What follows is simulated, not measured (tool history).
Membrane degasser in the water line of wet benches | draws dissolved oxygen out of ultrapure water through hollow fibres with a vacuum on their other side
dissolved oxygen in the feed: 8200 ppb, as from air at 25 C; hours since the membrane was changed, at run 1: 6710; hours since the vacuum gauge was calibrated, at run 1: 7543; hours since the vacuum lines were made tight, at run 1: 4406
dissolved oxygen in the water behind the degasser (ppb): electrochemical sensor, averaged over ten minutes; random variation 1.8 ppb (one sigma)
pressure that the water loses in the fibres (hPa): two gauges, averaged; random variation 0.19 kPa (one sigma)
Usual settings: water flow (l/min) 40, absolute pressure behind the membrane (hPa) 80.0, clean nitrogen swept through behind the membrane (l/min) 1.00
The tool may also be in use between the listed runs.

run	hour	water flow (l/min)	absolute pressure behind the membrane (hPa)	clean nitrogen swept through behind the membrane (l/min)	hours since the membrane was changed	hours since the vacuum gauge was calibrated	hours since the vacuum lines were made tight	dissolved oxygen in the water behind the degasser (ppb)	pressure that the water loses in the fibres (hPa)
1	0.0	40	80.0	1.00	6710	7543	4406	413.9	578.4
2	116.4	40	80.0	1.00	6827	7660	4522	415.7	575.3
3	266.4	40	48.3	1.00	6977	7810	4672	176.0	576.3
4	375.4	40	48.3	1.00	7086	7919	4781	175.6	584.6
5	468.8	40	48.3	1.00	7179	8012	4875	177.7	578.7
6	674.8	40	48.3	1.00	7385	8218	5081	178.7	578.4
7	769.5	49	48.3	1.00	7480	8313	5176	213.7	711.2
8	920.8	40	80.0	2.78	7631	8464	5327	188.5	579.9
# hour 999.6: vacuum gauge calibrated
9	1054.8	40	125.0	1.00	7764	55	5460	750.2	579.8
10	1190.5	29	80.0	1.00	7900	191	5596	330.6	418.1
11	1350.0	40	80.0	1.00	8060	350	5756	427.4	580.0
12	1459.3	40	80.0	1.00	8169	460	5865	428.2	580.3
13	1676.0	40	80.0	1.00	8386	676	6082	427.9	583.1
# hour 1736.8: vacuum gauge calibrated, once more
14	1882.4	40	80.0	1.00	8592	146	6287	391.9	582.0
15	2017.3	44	80.0	1.00	8726	280	6422	423.4	639.9
16	2189.6	44	80.0	1.00	8899	453	6595	428.8	640.1
17	2289.4	44	132.2	1.57	8999	553	6694	588.1	638.6
18	2494.3	44	132.2	1.57	9203	758	6899	590.4	640.4
19	2654.9	44	132.2	1.57	9364	918	7060	593.2	640.1
20	2878.5	58	115.7	2.66	9588	1142	7284	427.7	846.7
21	3033.0	47	121.3	1.54	9742	1296	7438	574.5	689.7
22	3242.9	29	53.4	2.12	9952	1506	7648	81.3	423.3
23	3354.6	53	80.0	0.89	10064	1618	7760	539.8	773.7
24	3493.1	52	80.0	0.89	10202	1756	7898	530.9	760.3
25	3695.9	47	80.0	1.17	10405	1959	8101	408.4	691.7
26	3879.3	47	127.3	1.17	10588	2143	8284	746.9	687.4
27	4095.2	35	156.2	1.50	10804	2358	8500	620.0	511.8
28	4253.6	35	151.6	1.00	10963	2517	8659	817.3	514.7
29	4433.7	35	151.6	1.00	11143	2697	8839	822.7	513.3
30	4656.1	35	151.6	1.00	11365	2919	9061	821.2	515.6
31	4832.9	51	113.1	1.00	11542	3096	9238	778.7	750.1

Measured less the same run without the tool's hidden state. The same run-to-run variation is in both; the gauge's scatter may not be:
The hidden state here: membrane still open, %; true pressure behind the membrane over the reading, kPa; air that leaks in behind the membrane, l/min; drift of the gauge itself on oxygen_ppb, %; drift of the gauge itself on loss_of_pressure_kpa, %.
run	dissolved oxygen in the water behind the degasser (ppb)	pressure that the water loses in the fibres (hPa)
1	+30.5	+13.7
2	+31.0	+13.9
3	+32.9	+14.3
4	+33.2	+14.5
5	+33.9	+14.7
6	+34.7	+15.1
7	+41.1	+18.8
8	+17.3	+15.6
9	+41.4	+16.0
10	+35.3	+11.7
11	+44.5	+16.4
12	+45.0	+16.7
13	+45.7	+17.3
14	+8.7	+17.6
15	+9.8	+19.7
16	+10.7	+20.1
17	+10.6	+20.4
18	+11.3	+20.8
19	+12.0	+21.2
20	+13.1	+28.6
21	+13.5	+23.6
22	+7.2	+14.7
23	+17.9	+27.4
24	+18.4	+27.3
25	+17.0	+25.3
26	+17.1	+25.6
27	+16.0	+19.5
28	+17.4	+19.7
29	+18.1	+20.1
30	+18.8	+20.6
31	+22.5	+30.6
